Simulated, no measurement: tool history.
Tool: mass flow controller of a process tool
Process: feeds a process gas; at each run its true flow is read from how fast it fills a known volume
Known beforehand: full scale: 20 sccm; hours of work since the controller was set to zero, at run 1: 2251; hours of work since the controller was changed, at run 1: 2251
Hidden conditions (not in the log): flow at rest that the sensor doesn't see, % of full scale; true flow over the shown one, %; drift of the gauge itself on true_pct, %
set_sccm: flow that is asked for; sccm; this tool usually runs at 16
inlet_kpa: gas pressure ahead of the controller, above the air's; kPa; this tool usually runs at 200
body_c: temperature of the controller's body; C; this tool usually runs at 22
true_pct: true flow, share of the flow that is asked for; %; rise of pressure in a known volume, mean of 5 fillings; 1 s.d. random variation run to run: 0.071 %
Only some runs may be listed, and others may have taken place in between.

run,hour,set_sccm,inlet_kpa,body_c,hours of work since the controller was set to zero,hours of work since the controller was changed,true_pct
1,0,16,200,22,2251,2251,99.46
2,97.4,16,200,22,2312,2312,99.53
3,197,16,200,22,2374,2374,99.5
4,250,16,200,22,2407,2407,99.7
5,325,16,200,26,2455,2455,99.23
6,377.8,16,220,22,2488,2488,99.47
7,470.2,16,200,22,2546,2546,99.4
8,538.8,16,200,22,2589,2589,99.49
9,586.6,16,200,22,2619,2619,99.42
10,639.1,16,200,22,2652,2652,99.37
11,697.9,16,200,22,2688,2688,99.43
12,769.7,16,200,22,2734,2734,99.6
13,837.1,16,200,22,2776,2776,99.55
14,921.5,16,200,22,2829,2829,99.43
15,1021.2,16,165,22,2891,2891,99.58
16,1078.7,16,200,22,2927,2927,99.48
17,1176.6,16,200,22,2989,2989,99.58
18,1264.9,16,200,22,3044,3044,99.4
19,1364.1,16,200,28,3106,3106,98.99
20,1412.9,19,200,22,3137,3137,99.94
21,1494,16,200,22,3188,3188,99.55
22,1548.4,16,200,22,3222,3222,99.47
23,1591.5,16,158,22,3249,3249,99.68
24,1674.3,16,200,22,3301,3301,99.43
25,1753.8,16,200,22,3351,3351,99.35
26,1841.2,16,270,39,3406,3406,98.06
27,1912,19,270,23,3450,3450,99.68
28,1991.8,19,270,23,3500,3500,99.7
29,2045.1,16,188,20,3534,3534,99.65
30,2090.7,16,188,20,3562,3562,99.67
31,2143,14,160,38,3595,3595,98.01
32,2210,12,221,22,3637,3637,98.95
33,2293.7,6,170,24,3690,3690,98.8
34,2355.5,6,170,24,3728,3728,98.77
35,2431.3,6,170,24,3776,3776,98.8
36,2478.9,16,258,28,3806,3806,98.86
37,2573.5,3,158,27,3865,3865,100.02
38,2654.3,3,158,26,3916,3916,100.14
39,2740.9,2,140,26,3970,3970,101.92
40,2814.5,2,140,26,4016,4016,102.05
41,2920.1,3,192,26,4083,4083,100.15
42,2989.7,3,203,34,4126,4126,99.57
43,3032.3,3,203,34,4153,4153,99.67
44,3135.7,3,203,34,4218,4218,99.47
45,3194.2,3,203,34,4255,4255,99.59
46,3246.2,3,272,34,4287,4287,99.66
47,3349.1,3,272,24,4352,4352,100.42
48,3443.4,3,272,37,4411,4411,99.47

Here are 4 independent what-if runs from the current tool condition. What would each one return?
A,3490,3,251,22,4440,4440,?
B,3490,15,248,37,4440,4440,?
C,3490,2,148,32,4440,4440,?
D,3490,3,162,23,4440,4440,?

run,true_pct
A,100.84
B,97.99
C,102.01
D,100.63
Without the tool's hidden state the same runs would have given:
run,true_pct
A,97.4
B,98.06
C,96.38
D,97.2
